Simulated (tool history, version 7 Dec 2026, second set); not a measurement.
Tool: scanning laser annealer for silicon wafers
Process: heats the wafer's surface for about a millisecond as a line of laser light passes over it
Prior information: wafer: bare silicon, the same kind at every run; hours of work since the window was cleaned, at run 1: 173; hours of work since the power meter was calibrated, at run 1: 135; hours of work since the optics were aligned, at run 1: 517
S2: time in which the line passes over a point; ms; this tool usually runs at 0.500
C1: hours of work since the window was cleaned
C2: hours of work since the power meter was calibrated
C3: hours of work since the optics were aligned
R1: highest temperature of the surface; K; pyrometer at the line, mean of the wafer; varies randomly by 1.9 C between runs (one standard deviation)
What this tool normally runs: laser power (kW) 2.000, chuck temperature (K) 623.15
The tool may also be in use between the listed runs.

{"run": 1, "day": 0.0, "laser power (kW)": 2.0, "S2": 0.5, "chuck temperature (K)": 623.15, "C1": 173, "C2": 135, "C3": 517, "R1": 1343.15}
{"run": 2, "day": 2.654, "laser power (kW)": 2.0, "S2": 0.406, "chuck temperature (K)": 623.15, "C1": 199, "C2": 161, "C3": 543, "R1": 1265.15}
{"run": 3, "day": 3.983, "laser power (kW)": 2.0, "S2": 0.406, "chuck temperature (K)": 623.15, "C1": 212, "C2": 174, "C3": 556, "R1": 1266.15}
{"run": 4, "day": 6.504, "laser power (kW)": 2.0, "S2": 0.406, "chuck temperature (K)": 623.15, "C1": 237, "C2": 199, "C3": 581, "R1": 1260.15}
{"run": 5, "day": 8.467, "laser power (kW)": 2.0, "S2": 0.5, "chuck temperature (K)": 623.15, "C1": 256, "C2": 218, "C3": 600, "R1": 1343.15}
{"run": 6, "day": 9.896, "laser power (kW)": 2.0, "S2": 0.57, "chuck temperature (K)": 623.15, "C1": 270, "C2": 232, "C3": 614, "R1": 1396.15}
{"run": 7, "day": 11.121, "laser power (kW)": 2.0, "S2": 0.57, "chuck temperature (K)": 623.15, "C1": 282, "C2": 244, "C3": 626, "R1": 1397.15}
{"run": 8, "day": 13.896, "laser power (kW)": 2.0, "S2": 0.5, "chuck temperature (K)": 624.15, "C1": 310, "C2": 272, "C3": 654, "R1": 1341.15}
{"run": 9, "day": 15.479, "laser power (kW)": 1.845, "S2": 0.5, "chuck temperature (K)": 623.15, "C1": 325, "C2": 287, "C3": 669, "R1": 1277.15}
{"run": 10, "day": 17.662, "laser power (kW)": 1.845, "S2": 0.5, "chuck temperature (K)": 623.15, "C1": 347, "C2": 309, "C3": 691, "R1": 1277.15}
{"run": 11, "day": 20.512, "laser power (kW)": 1.845, "S2": 0.5, "chuck temperature (K)": 623.15, "C1": 375, "C2": 337, "C3": 719, "R1": 1280.15}
{"run": 12, "day": 22.621, "laser power (kW)": 1.845, "S2": 0.5, "chuck temperature (K)": 623.15, "C1": 395, "C2": 357, "C3": 739, "R1": 1276.15}
{"run": 13, "day": 24.621, "laser power (kW)": 1.845, "S2": 0.5, "chuck temperature (K)": 623.15, "C1": 415, "C2": 377, "C3": 759, "R1": 1274.15}
{"run": 14, "day": 26.438, "laser power (kW)": 2.089, "S2": 0.547, "chuck temperature (K)": 623.15, "C1": 433, "C2": 395, "C3": 777, "R1": 1406.15}
{"run": 15, "day": 28.229, "laser power (kW)": 2.089, "S2": 0.547, "chuck temperature (K)": 623.15, "C1": 451, "C2": 412, "C3": 794, "R1": 1403.15}
{"run": 16, "day": 29.996, "laser power (kW)": 1.884, "S2": 0.547, "chuck temperature (K)": 627.15, "C1": 468, "C2": 430, "C3": 812, "R1": 1323.15}
{"run": 17, "day": 32.733, "laser power (kW)": 1.722, "S2": 0.351, "chuck temperature (K)": 643.15, "C1": 495, "C2": 457, "C3": 839, "R1": 1132.15}

Estimate the outcome of run 18 from the log above:
{"run": 18, "day": 34.621, "laser power (kW)": 1.722, "S2": 0.351, "chuck temperature (K)": 643.15, "C1": 513, "C2": 475, "C3": 857, "R1": "?"}

R1: 1132.15 K
On a tool with no hidden condition, and with the same random variation, this run would have come out at R1 1153.15 K.
